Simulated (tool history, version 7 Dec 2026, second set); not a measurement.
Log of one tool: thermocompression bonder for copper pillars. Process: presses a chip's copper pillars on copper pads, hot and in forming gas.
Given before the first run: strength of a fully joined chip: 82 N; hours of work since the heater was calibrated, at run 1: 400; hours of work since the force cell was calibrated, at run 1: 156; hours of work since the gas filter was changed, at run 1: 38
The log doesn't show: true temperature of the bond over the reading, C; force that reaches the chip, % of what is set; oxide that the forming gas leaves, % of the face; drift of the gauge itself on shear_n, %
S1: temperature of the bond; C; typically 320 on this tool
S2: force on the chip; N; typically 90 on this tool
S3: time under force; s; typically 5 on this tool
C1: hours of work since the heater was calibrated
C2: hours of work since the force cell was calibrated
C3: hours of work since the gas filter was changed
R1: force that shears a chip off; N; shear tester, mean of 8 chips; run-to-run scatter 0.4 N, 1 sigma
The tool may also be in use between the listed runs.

run   hour   S1   S2  S3   C1   C2   C3    R1
  1    0.0  320   90   5  400  156   38  40.1
  2   16.3  320  126   5  410  166   48  46.8
  3   37.8  320   90   5  422  178   60  40.1
  4   52.2  320   90   5  430  186   68  39.3
  5   72.0  320   90   5  442  198   80  38.4
  6   95.2  320   90   5  455  211   93  38.1
  7  115.9  320   90   5  467  223  105  37.8
  8  137.2  303   90   5  480  236  118  32.5
  9  147.7  308   62  12  486  242  124  38.1
     152.0  -- forming gas filter changed
 10  165.9  326   55  12  496  252    8  46.2
 11  183.6  326   55  12  506  262   18  44.9
 12  203.0  339   61   4  518  274   30  36.0
 13  222.0  297   62   5  529  285   41  26.0

Alternative continuations, all from the tool just after run 13; predict every row:
  A  237.7  328  129   5  538  294  50   ?
  B  237.7  320  117   5  538  294  50   ?
  C  237.7  312   89   9  538  294  50   ?
  D  237.7  327  124   3  538  294  50   ?
  E  237.7  323   62   4  538  294  50   ?

run    R1
  A  49.7
  B  44.7
  C  45.3
  D  41.0
  E  31.5
Without the tool's unlogged condition, the same runs would have read:
run    R1
  A  52.7
  B  47.6
  C  48.3
  D  43.6
  E  33.7
